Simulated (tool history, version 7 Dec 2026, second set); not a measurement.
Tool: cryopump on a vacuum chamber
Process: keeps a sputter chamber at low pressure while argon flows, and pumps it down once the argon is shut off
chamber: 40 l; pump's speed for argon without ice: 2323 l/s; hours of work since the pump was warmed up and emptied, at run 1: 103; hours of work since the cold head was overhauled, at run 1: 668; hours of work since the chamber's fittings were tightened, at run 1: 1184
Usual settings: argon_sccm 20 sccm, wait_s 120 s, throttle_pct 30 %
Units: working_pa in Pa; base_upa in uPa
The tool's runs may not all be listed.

run	hour	argon_sccm	wait_s	throttle_pct	hours of work since the pump was warmed up and emptied	hours of work since the cold head was overhauled	hours of work since the chamber's fittings were tightened	working_pa	base_upa
1	0	20	120	30	103	668	1184	0.049	0.96
2	46.2	15	120	30	128	693	1209	0.0369	0.94
3	122.8	15	120	30	170	735	1251	0.0373	0.95
4	163	20	120	19	192	757	1273	0.0784	0.95
5	206	20	255	30	215	780	1296	0.0502	0.71
6	277.6	20	255	30	254	819	1335	0.0512	0.74
7	348.5	20	255	30	293	858	1374	0.0507	0.69
8	393.8	20	33	30	318	883	1399	0.0504	2.37
9	453.1	20	33	30	350	915	1431	0.0519	2.34
10	523.5	20	33	30	388	953	1470	0.0515	2.28
11	568.6	20	244	30	413	978	1494	0.0526	0.89
12	605.9	20	244	30	433	998	1515	0.0526	0.81
13	664.5	20	120	30	465	1030	1547	0.0522	1.13
14	702.5	11	36	24	486	1051	1567	0.0355	2.3
15	770.3	20	124	59	523	1088	1604	0.0295	1.16
16	824.1	9	201	48	553	1117	1634	0.0167	0.99
# hour 839.8: pump warmed up, emptied and cooled again
17	891.6	9	201	48	28	1152	1668	0.0126	0.8
18	942.7	9	201	48	56	1180	1696	0.0139	0.82
19	1014.1	9	201	48	95	1218	1735	0.0139	0.85
20	1086.1	8	51	42	134	1258	1774	0.0147	1.68
21	1136.5	19	269	24	162	1285	1802	0.0598	0.86
22	1179.8	19	269	24	186	1309	1825	0.0599	0.82
23	1258	20	280	22	228	1352	1868	0.0687	0.85
24	1299.7	32	48	53	251	1374	1891	0.0474	1.84
25	1340.1	32	48	53	273	1396	1913	0.0471	1.92
26	1385.4	32	48	53	298	1421	1937	0.0488	1.88

4 ways to go on from here, each from the tool as it stands after run 26. What would each give?
A	1442	12	38	41	329	1452	1968	?	?
B	1442	16	133	53	329	1452	1968	?	?
C	1442	20	86	27	329	1452	1968	?	?
D	1442	20	51	33	329	1452	1968	?	?

run	working_pa	base_upa
A	0.0236	2.27
B	0.0242	1.12
C	0.0571	1.4
D	0.0463	1.8
Without the tool's hidden state the same runs would have given:
run	working_pa	base_upa
A	0.0218	1.71
B	0.0218	0.57
C	0.054	0.84
D	0.0432	1.27

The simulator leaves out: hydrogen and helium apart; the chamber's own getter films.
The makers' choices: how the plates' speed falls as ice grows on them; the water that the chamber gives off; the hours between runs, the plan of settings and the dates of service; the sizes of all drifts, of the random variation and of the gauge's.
